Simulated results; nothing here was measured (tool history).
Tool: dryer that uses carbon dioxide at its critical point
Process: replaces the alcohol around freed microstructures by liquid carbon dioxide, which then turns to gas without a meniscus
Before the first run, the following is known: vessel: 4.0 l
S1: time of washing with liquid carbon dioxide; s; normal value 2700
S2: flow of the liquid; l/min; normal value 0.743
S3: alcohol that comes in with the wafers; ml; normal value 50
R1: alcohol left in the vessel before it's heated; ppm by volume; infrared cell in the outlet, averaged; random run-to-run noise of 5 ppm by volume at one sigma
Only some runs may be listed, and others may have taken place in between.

{"run": 1, "day": 0.0, "S1": 2700, "S2": 0.743, "S3": 50, "R1": 135}
{"run": 2, "day": 0.592, "S1": 2700, "S2": 0.859, "S3": 50, "R1": 120}
{"run": 3, "day": 1.533, "S1": 1920, "S2": 0.859, "S3": 50, "R1": 208}
{"run": 4, "day": 2.638, "S1": 2700, "S2": 0.743, "S3": 50, "R1": 142}
{"run": 5, "day": 3.342, "S1": 2700, "S2": 0.743, "S3": 50, "R1": 154}
{"run": 6, "day": 3.925, "S1": 2700, "S2": 0.743, "S3": 54, "R1": 129}
{"run": 7, "day": 4.5, "S1": 2700, "S2": 0.743, "S3": 50, "R1": 130}
{"run": 8, "day": 5.558, "S1": 2700, "S2": 0.743, "S3": 50, "R1": 134}
{"run": 9, "day": 6.417, "S1": 2700, "S2": 0.743, "S3": 50, "R1": 148}
{"run": 10, "day": 6.883, "S1": 2700, "S2": 0.743, "S3": 50, "R1": 130}
{"run": 11, "day": 7.696, "S1": 3360, "S2": 0.66, "S3": 50, "R1": 132}
{"run": 12, "day": 8.625, "S1": 1980, "S2": 0.89, "S3": 29, "R1": 148}
{"run": 13, "day": 9.192, "S1": 1980, "S2": 0.89, "S3": 29, "R1": 152}
{"run": 14, "day": 10.212, "S1": 1980, "S2": 0.89, "S3": 29, "R1": 146}
{"run": 15, "day": 11.275, "S1": 1980, "S2": 0.89, "S3": 29, "R1": 158}
{"run": 16, "day": 12.017, "S1": 2520, "S2": 0.927, "S3": 99, "R1": 145}
{"run": 17, "day": 12.938, "S1": 3180, "S2": 1.231, "S3": 50, "R1": 135}
{"run": 18, "day": 13.588, "S1": 2700, "S2": 0.885, "S3": 50, "R1": 146}
{"run": 19, "day": 14.642, "S1": 4320, "S2": 0.885, "S3": 50, "R1": 146}

Not shown: 1 entry that the log had between the listed runs. Between which runs, and how does the tool's hidden state differ before and after?
In the gap between runs 5 and 6: inlet filter changed (day 3.479)
  flow that reaches the vessel past the clogged filter, %: 84.1 -> 99.8; alcohol in the recycled carbon dioxide, ppm: 114.9 -> 116.1
  measured value less the no-hidden-state value, R1: +132 -> +113 ppm by volume
